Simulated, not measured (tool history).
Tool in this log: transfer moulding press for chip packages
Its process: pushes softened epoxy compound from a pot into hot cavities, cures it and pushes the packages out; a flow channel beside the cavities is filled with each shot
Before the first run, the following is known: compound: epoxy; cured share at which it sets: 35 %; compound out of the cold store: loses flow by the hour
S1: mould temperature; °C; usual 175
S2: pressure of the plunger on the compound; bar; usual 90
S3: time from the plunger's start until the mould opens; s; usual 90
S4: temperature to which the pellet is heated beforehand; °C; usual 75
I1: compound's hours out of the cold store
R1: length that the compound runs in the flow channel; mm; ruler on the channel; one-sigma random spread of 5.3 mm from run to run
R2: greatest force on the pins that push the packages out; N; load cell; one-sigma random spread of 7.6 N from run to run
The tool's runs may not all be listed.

{"run": 1, "hour": 0.0, "S1": 175, "S2": 90, "S3": 90, "S4": 75, "I1": 23.8, "R1": 552, "R2": 723}
{"hour": 9.6, "done": "cavities cleaned with cleaning compound and waxed"}
{"run": 2, "hour": 10.5, "S1": 175, "S2": 90, "S3": 90, "S4": 75, "I1": 9.3, "R1": 589, "R2": 974}
{"run": 3, "hour": 15.5, "S1": 175, "S2": 90, "S3": 90, "S4": 75, "I1": 41.1, "R1": 509, "R2": 862}
{"run": 4, "hour": 21.5, "S1": 175, "S2": 90, "S3": 90, "S4": 75, "I1": 29.5, "R1": 538, "R2": 841}
{"hour": 27.7, "done": "cavities cleaned with cleaning compound and waxed, once more"}
{"run": 5, "hour": 30.9, "S1": 175, "S2": 90, "S3": 90, "S4": 75, "I1": 10.9, "R1": 591, "R2": 396}
{"run": 6, "hour": 37.8, "S1": 175, "S2": 90, "S3": 90, "S4": 75, "I1": 8.2, "R1": 597, "R2": 463}
{"run": 7, "hour": 47.5, "S1": 177, "S2": 90, "S3": 90, "S4": 75, "I1": 20.3, "R1": 544, "R2": 459}
{"run": 8, "hour": 55.2, "S1": 177, "S2": 90, "S3": 90, "S4": 75, "I1": 34.2, "R1": 527, "R2": 497}
{"run": 9, "hour": 61.2, "S1": 177, "S2": 90, "S3": 90, "S4": 75, "I1": 22.1, "R1": 548, "R2": 499}
{"run": 10, "hour": 71.5, "S1": 169, "S2": 90, "S3": 90, "S4": 75, "I1": 29.1, "R1": 544, "R2": 1010}

Run 11 is up next; what results do you expect?
{"run": 11, "hour": 81.3, "S1": 169, "S2": 90, "S3": 90, "S4": 75, "I1": 14.4, "R1": "?", "R2": "?"}

R1: 574 mm
R2: 1124 N
With the hidden condition absent and the run-to-run variation left alone, this run would have shown R1 638 mm, R2 580 N.

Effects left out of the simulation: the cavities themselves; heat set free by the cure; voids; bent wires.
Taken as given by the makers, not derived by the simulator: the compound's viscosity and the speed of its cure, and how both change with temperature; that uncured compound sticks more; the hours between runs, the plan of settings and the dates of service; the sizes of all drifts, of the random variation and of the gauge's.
